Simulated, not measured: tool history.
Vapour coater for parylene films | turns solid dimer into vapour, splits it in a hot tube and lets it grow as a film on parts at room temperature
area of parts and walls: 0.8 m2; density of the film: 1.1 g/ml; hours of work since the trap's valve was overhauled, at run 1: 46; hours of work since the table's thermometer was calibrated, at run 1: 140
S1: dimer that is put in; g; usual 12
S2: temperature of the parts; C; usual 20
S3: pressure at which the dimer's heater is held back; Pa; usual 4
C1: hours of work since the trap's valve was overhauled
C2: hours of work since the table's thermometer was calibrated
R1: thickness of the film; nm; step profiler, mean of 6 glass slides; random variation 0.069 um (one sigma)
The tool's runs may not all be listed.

run 1 hour=0 | S1=12 S2=20 S3=4 | C1=46 C2=140 | R1=10450
run 2 hour=73.9 | S1=12 S2=20 S3=4 | C1=82 C2=175 | R1=10420
run 3 hour=153.4 | S1=13 S2=20 S3=4 | C1=121 C2=214 | R1=11150
run 4 hour=232.2 | S1=13 S2=20 S3=4 | C1=159 C2=252 | R1=11140
run 5 hour=296.8 | S1=13 S2=20 S3=4 | C1=190 C2=283 | R1=11160
run 6 hour=377.9 | S1=10 S2=20 S3=4 | C1=230 C2=323 | R1=8430
run 7 hour=437.2 | S1=10 S2=20 S3=4 | C1=258 C2=351 | R1=8330
run 8 hour=487 | S1=8 S2=20 S3=4 | C1=282 C2=376 | R1=6720
run 9 hour=539.5 | S1=8 S2=20 S3=4 | C1=308 C2=401 | R1=6750
run 10 hour=587.4 | S1=8 S2=20 S3=4 | C1=331 C2=424 | R1=6640
-- hour=623.6 trap's valve overhauled
run 11 hour=671.1 | S1=13 S2=20 S3=4 | C1=23 C2=463 | R1=11340
run 12 hour=748.7 | S1=15 S2=12 S3=5.16 | C1=61 C2=501 | R1=16290
run 13 hour=811.9 | S1=12 S2=27 S3=4 | C1=91 C2=531 | R1=7910
run 14 hour=895.8 | S1=8 S2=21 S3=3.38 | C1=132 C2=572 | R1=6710
run 15 hour=978.2 | S1=8 S2=21 S3=3.38 | C1=172 C2=612 | R1=6660
run 16 hour=1048.8 | S1=8 S2=14 S3=9.02 | C1=206 C2=646 | R1=7640
run 17 hour=1088.7 | S1=8 S2=14 S3=9.02 | C1=225 C2=665 | R1=7620
run 18 hour=1142.9 | S1=8 S2=14 S3=9.02 | C1=252 C2=692 | R1=7550
run 19 hour=1227.2 | S1=18 S2=14 S3=8.77 | C1=293 C2=732 | R1=16850
run 20 hour=1266.2 | S1=18 S2=27 S3=8.77 | C1=311 C2=751 | R1=10260
run 21 hour=1321.3 | S1=9 S2=27 S3=2.5 | C1=338 C2=778 | R1=5990
-- hour=1347.4 trap's valve overhauled
run 22 hour=1372.6 | S1=14 S2=23 S3=4 | C1=12 C2=801 | R1=10770

Forecast each of these 3 alternatives for the next run:
run A hour=1417.3 | S1=12 S2=20 S3=5.45 | C1=34 C2=823 | R1=?
run B hour=1417.3 | S1=6 S2=17 S3=6.22 | C1=34 C2=823 | R1=?
run C hour=1417.3 | S1=20 S2=16 S3=2.57 | C1=34 C2=823 | R1=?

run=A R1=10010
run=B R1=5480
run=C R1=21110
Without the tool's hidden state the same runs would have given:
run=A R1=10290
run=B R1=5630
run=C R1=21710
